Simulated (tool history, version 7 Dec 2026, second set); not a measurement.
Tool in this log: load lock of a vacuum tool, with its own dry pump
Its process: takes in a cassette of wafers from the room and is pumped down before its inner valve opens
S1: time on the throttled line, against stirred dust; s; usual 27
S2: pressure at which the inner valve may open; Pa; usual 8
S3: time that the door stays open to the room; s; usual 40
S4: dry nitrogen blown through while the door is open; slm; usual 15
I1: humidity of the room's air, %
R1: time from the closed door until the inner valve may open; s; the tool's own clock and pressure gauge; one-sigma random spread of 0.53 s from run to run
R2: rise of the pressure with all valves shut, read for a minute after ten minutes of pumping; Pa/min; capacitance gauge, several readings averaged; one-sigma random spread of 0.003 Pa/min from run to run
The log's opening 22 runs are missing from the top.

| run | hour | S1 | S2 | S3 | S4 | I1 | R1 | R2 |
|---|---|---|---|---|---|---|---|---|
| 23 | 4814.2 | 27 | 8 | 32 | 15 | 46.9 | 77.0 | 0.093 |
| 24 | 4946.3 | 27 | 8 | 32 | 15 | 44.3 | 76.8 | 0.096 |
| 25 | 5184.7 | 27 | 8 | 32 | 15 | 45.6 | 77.2 | 0.100 |
| 26 | 5434.0 | 27 | 8 | 32 | 15 | 43.4 | 76.9 | 0.101 |
| 27 | 5675.3 | 43 | 16 | 26 | 15 | 43.6 | 83.9 | 0.095 |
| 28 | 5940.6 | 43 | 16 | 26 | 15 | 45.4 | 83.6 | 0.095 |
| 29 | 6180.7 | 27 | 8 | 46 | 15 | 47.7 | 78.6 | 0.114 |
| 30 | 6457.9 | 27 | 8 | 46 | 15 | 41.7 | 78.3 | 0.110 |
| 31 | 6606.4 | 33 | 14 | 99 | 12 | 44.6 | 79.7 | 0.140 |
| 32 | 6754.6 | 33 | 14 | 99 | 12 | 43.6 | 79.0 | 0.128 |
| 33 | 6991.9 | 20 | 8 | 40 | 15 | 45.7 | 75.0 | 0.112 |
| 34 | 7197.1 | 17 | 12 | 40 | 5 | 46.7 | 69.5 | 0.130 |
| 35 | 7377.0 | 51 | 8 | 59 | 15 | 41.4 | 95.3 | 0.117 |
| 36 | 7613.2 | 51 | 8 | 29 | 7 | 47.3 | 95.8 | 0.126 |
| 37 | 7878.2 | 51 | 8 | 29 | 7 | 45.9 | 95.6 | 0.126 |
| 38 | 8141.4 | 49 | 8 | 40 | 15 | 44.6 | 94.6 | 0.120 |

What if the next run were any one of these 3? Each begins from the tool's condition after run 38:
| A | 8410.3 | 27 | 7 | 40 | 15 | 44.2 | ? | ? |
| B | 8410.3 | 41 | 8 | 40 | 15 | 44.6 | ? | ? |
| C | 8410.3 | 36 | 14 | 27 | 15 | 40.7 | ? | ? |

| run | R1 | R2 |
|---|---|---|
| A | 81.7 | 0.121 |
| B | 89.4 | 0.124 |
| C | 82.9 | 0.119 |
Without the tool's unlogged condition, the same runs would have read:
| run | R1 | R2 |
|---|---|---|
| A | 73.1 | 0.022 |
| B | 81.7 | 0.026 |
| C | 75.4 | 0.020 |

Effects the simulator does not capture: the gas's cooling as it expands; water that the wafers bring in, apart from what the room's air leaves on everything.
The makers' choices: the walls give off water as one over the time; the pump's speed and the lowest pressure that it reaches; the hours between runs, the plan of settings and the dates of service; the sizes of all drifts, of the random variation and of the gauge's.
